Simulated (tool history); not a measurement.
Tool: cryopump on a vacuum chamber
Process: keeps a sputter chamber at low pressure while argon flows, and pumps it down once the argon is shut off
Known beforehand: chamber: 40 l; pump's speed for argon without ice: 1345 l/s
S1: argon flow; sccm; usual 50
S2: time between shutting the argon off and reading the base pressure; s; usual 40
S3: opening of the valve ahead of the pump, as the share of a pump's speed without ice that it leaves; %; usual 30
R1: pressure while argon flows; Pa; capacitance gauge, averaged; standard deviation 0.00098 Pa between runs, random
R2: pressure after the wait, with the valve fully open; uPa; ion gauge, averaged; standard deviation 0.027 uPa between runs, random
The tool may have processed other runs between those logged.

run,hour,S1,S2,S3,R1,R2
1,0,50,40,30,0.2095,2.19
2,7.9,50,251,30,0.2096,1.45
3,21.2,50,40,30,0.2099,2.15
4,29.9,50,40,26,0.2425,2.22
5,45.1,50,197,30,0.2106,1.5
6,57.6,50,197,30,0.2107,1.43
7,75,50,40,30,0.2137,2.29
8,91.5,50,40,30,0.212,2.35
9,107.5,50,40,30,0.2128,2.3
10,123.4,50,40,30,0.2141,2.31
11,139.1,50,40,30,0.2135,2.39
12,156.9,32,40,30,0.1385,2.4
13,170,32,40,30,0.1377,2.37
14,184.1,32,40,30,0.1381,2.45
15,198.8,30,40,30,0.1297,2.45
16,206.9,30,40,30,0.1303,2.38
17,216.8,30,40,30,0.1288,2.41
18,234.4,30,40,30,0.1299,2.4
19,245.9,42,40,20,0.2689,2.5
20,259,50,209,30,0.2172,1.68
21,268.2,49,218,30,0.2128,1.72
22,282,94,87,30,0.4072,1.96
23,298.1,50,40,35,0.1882,2.59
24,310.1,68,40,50,0.1832,2.56
25,326.8,55,42,23,0.3103,2.54
26,342.3,55,42,34,0.2124,2.54
27,351.3,98,93,30,0.4284,1.93
28,364.3,98,93,30,0.4288,2.03
29,379.3,98,93,30,0.4307,2.04
30,397.3,98,93,30,0.4298,2.11
31,407.5,98,93,30,0.43,2.11
32,415.7,50,124,39,0.172,1.97
33,425,31,124,39,0.1065,1.99
34,434.9,31,124,39,0.1074,2.06
35,452,50,246,30,0.2217,1.92

Below are 3 alternative next runs, each starting from the tool's condition after run 35. Predict each:
A,468.1,49,43,55,?,?
B,468.1,82,41,40,?,?
C,468.1,29,187,56,?,?

run,R1,R2
A,0.1245,2.65
B,0.2787,2.75
C,0.0734,1.96
Take away the tool's hidden state, keep each run's random variation, and the runs would have read:
run,R1,R2
A,0.112,1.14
B,0.2577,1.22
C,0.0659,0.42
